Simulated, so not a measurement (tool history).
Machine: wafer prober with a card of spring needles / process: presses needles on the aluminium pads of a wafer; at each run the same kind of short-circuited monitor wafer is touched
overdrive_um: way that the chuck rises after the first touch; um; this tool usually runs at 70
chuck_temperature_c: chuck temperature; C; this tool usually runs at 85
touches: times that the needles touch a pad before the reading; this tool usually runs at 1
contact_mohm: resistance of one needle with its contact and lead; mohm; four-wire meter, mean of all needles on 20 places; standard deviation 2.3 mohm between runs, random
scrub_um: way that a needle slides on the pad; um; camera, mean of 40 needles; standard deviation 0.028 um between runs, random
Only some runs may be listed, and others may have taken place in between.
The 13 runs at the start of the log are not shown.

| run | hour | overdrive_um | chuck_temperature_c | touches | touches since the tips were cleaned | cleanings since the card got new needles | touches since the first contact's height was set | contact_mohm | scrub_um |
|---|---|---|---|---|---|---|---|---|---|
|  | 185.4 | tips cleaned on abrasive film |
| 14 | 187.0 | 70 | 48 | 1 | 479 | 49 | 5317 | 269 | 9.90 |
| 15 | 197.6 | 70 | 48 | 1 | 3846 | 49 | 8684 | 278 | 9.84 |
|  | 201.1 | tips cleaned on abrasive film |
| 16 | 207.2 | 70 | 85 | 1 | 1961 | 50 | 11712 | 285 | 9.86 |
|  | 216.4 | tips cleaned on abrasive film |
| 17 | 217.3 | 78 | 63 | 2 | 291 | 51 | 14878 | 269 | 10.94 |
|  | 232.3 | tips cleaned on abrasive film |
| 18 | 235.5 | 78 | 63 | 2 | 990 | 52 | 20581 | 278 | 10.97 |
|  | 247.8 | tips cleaned on abrasive film |
| 19 | 253.8 | 78 | 63 | 1 | 1905 | 53 | 26361 | 278 | 10.95 |
|  | 262.9 | tips cleaned on abrasive film |
| 20 | 273.6 | 59 | 54 | 2 | 3402 | 54 | 32609 | 279 | 8.29 |
|  | 278.4 | tips cleaned on abrasive film |
| 21 | 292.8 | 59 | 54 | 2 | 4565 | 55 | 38653 | 278 | 8.28 |
|  | 294.7 | tips cleaned on abrasive film |
| 22 | 309.1 | 59 | 54 | 2 | 4549 | 56 | 43771 | 276 | 8.23 |
|  | 311.0 | tips cleaned on abrasive film |
|  | 327.5 | tips cleaned on abrasive film |
| 23 | 328.5 | 56 | 58 | 2 | 315 | 58 | 49847 | 271 | 7.78 |
| 24 | 339.2 | 76 | 53 | 1 | 3709 | 58 | 53241 | 277 | 10.64 |
|  | 342.8 | tips cleaned on abrasive film |
|  | 358.3 | tips cleaned on abrasive film |
| 25 | 359.1 | 70 | 123 | 3 | 264 | 60 | 59487 | 290 | 9.72 |
| 26 | 368.5 | 53 | 71 | 2 | 3245 | 60 | 62468 | 285 | 7.29 |
|  | 374.9 | tips cleaned on abrasive film |
| 27 | 381.9 | 65 | 52 | 2 | 2213 | 61 | 66672 | 271 | 9.01 |
|  | 389.8 | tips cleaned on abrasive film |
| 28 | 401.6 | 61 | 52 | 1 | 3744 | 62 | 72899 | 277 | 8.43 |
|  | 405.1 | tips cleaned on abrasive film |
| 29 | 419.3 | 61 | 52 | 1 | 4506 | 63 | 78463 | 280 | 8.41 |
|  | 420.4 | tips cleaned on abrasive film |
|  | 436.1 | tips cleaned on abrasive film |
| 30 | 438.3 | 76 | 110 | 1 | 718 | 65 | 84426 | 283 | 10.51 |
|  | 452.0 | tips cleaned on abrasive film |
| 31 | 452.0 | 59 | 85 | 2 | 0 | 66 | 88728 | 281 | 8.08 |
| 32 | 461.4 | 59 | 85 | 2 | 2978 | 66 | 91706 | 285 | 8.09 |

Predict each of these 3 candidate next runs independently; none follows another, all start after run 32:
|  | 467.2 | tips cleaned on abrasive film |
| A | 476.4 | 74 | 44 | 1 | 2921 | 67 | 96424 | ? | ? |
|  | 467.2 | tips cleaned on abrasive film |
| B | 476.4 | 86 | 122 | 2 | 2921 | 67 | 96424 | ? | ? |
|  | 467.2 | tips cleaned on abrasive film |
| C | 476.4 | 80 | 113 | 2 | 2921 | 67 | 96424 | ? | ? |

| run | contact_mohm | scrub_um |
|---|---|---|
| A | 274 | 10.23 |
| B | 284 | 11.91 |
| C | 290 | 11.07 |
With the hidden condition removed and each run's random variation left untouched, the same runs would have given:
| run | contact_mohm | scrub_um |
|---|---|---|
| A | 266 | 10.46 |
| B | 281 | 12.14 |
| C | 286 | 11.30 |

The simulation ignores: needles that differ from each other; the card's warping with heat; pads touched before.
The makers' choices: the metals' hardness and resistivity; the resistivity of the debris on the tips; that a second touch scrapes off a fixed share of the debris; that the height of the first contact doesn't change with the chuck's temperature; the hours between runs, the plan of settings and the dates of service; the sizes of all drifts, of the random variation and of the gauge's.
